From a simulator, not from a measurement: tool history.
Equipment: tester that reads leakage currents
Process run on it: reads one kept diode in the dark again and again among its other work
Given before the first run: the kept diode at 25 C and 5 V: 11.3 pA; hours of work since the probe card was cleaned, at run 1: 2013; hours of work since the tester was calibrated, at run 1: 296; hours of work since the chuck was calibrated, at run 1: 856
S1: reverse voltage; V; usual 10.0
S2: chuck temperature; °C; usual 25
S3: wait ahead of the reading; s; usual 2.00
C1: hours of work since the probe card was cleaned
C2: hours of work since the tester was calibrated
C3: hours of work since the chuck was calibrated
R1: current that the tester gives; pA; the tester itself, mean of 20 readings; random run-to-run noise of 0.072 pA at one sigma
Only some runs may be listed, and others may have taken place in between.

run 1 hour=0.0 | S1=10.0 S2=25 S3=2.00 | C1=2013 C2=296 C3=856 | R1=17.62
run 2 hour=19.0 | S1=10.0 S2=25 S3=2.00 | C1=2027 C2=310 C3=870 | R1=17.50
run 3 hour=52.7 | S1=10.0 S2=25 S3=2.00 | C1=2052 C2=335 C3=895 | R1=17.62
run 4 hour=80.6 | S1=10.0 S2=57 S3=2.00 | C1=2073 C2=356 C3=916 | R1=195.50
run 5 hour=106.5 | S1=10.0 S2=25 S3=2.00 | C1=2092 C2=375 C3=935 | R1=17.52
run 6 hour=130.0 | S1=10.0 S2=25 S3=2.00 | C1=2110 C2=392 C3=953 | R1=17.59
run 7 hour=149.2 | S1=10.0 S2=25 S3=2.00 | C1=2124 C2=407 C3=967 | R1=17.45
run 8 hour=173.9 | S1=10.0 S2=25 S3=2.00 | C1=2142 C2=425 C3=985 | R1=17.65
run 9 hour=194.6 | S1=10.0 S2=25 S3=2.00 | C1=2158 C2=440 C3=1001 | R1=17.55
run 10 hour=216.4 | S1=10.0 S2=25 S3=2.00 | C1=2174 C2=457 C3=1017 | R1=17.57
run 11 hour=242.8 | S1=10.0 S2=25 S3=2.00 | C1=2194 C2=476 C3=1036 | R1=17.51
run 12 hour=270.5 | S1=10.0 S2=31 S3=2.00 | C1=2214 C2=497 C3=1057 | R1=28.50
run 13 hour=300.8 | S1=1.5 S2=58 S3=2.00 | C1=2237 C2=519 C3=1079 | R1=70.17
run 14 hour=332.2 | S1=1.7 S2=42 S3=2.00 | C1=2260 C2=543 C3=1103 | R1=23.89
run 15 hour=364.4 | S1=1.7 S2=42 S3=2.00 | C1=2284 C2=567 C3=1127 | R1=23.92
run 16 hour=399.7 | S1=1.7 S2=42 S3=2.00 | C1=2310 C2=593 C3=1153 | R1=23.92
-- hour=423.8 chuck's temperature calibrated
run 17 hour=427.7 | S1=10.0 S2=41 S3=2.00 | C1=2329 C2=612 C3=3 | R1=61.86
run 18 hour=448.8 | S1=14.9 S2=22 S3=0.50 | C1=2345 C2=628 C3=19 | R1=19.22
run 19 hour=468.4 | S1=14.9 S2=22 S3=0.50 | C1=2360 C2=642 C3=33 | R1=19.28
run 20 hour=491.5 | S1=10.0 S2=23 S3=2.00 | C1=2377 C2=659 C3=50 | R1=14.86
run 21 hour=521.8 | S1=10.0 S2=23 S3=2.00 | C1=2399 C2=682 C3=73 | R1=14.90
-- hour=537.5 probe card cleaned and baked
run 22 hour=542.4 | S1=1.2 S2=25 S3=1.07 | C1=4 C2=695 C3=86 | R1=5.10

Forecast run 23:
run 23 hour=566.6 | S1=1.2 S2=25 S3=1.07 | C1=22 C2=713 C3=104 | R1=?

R1: 5.09 pA
With the hidden condition absent and the run-to-run variation left alone, this run would have shown R1 5.09 pA.

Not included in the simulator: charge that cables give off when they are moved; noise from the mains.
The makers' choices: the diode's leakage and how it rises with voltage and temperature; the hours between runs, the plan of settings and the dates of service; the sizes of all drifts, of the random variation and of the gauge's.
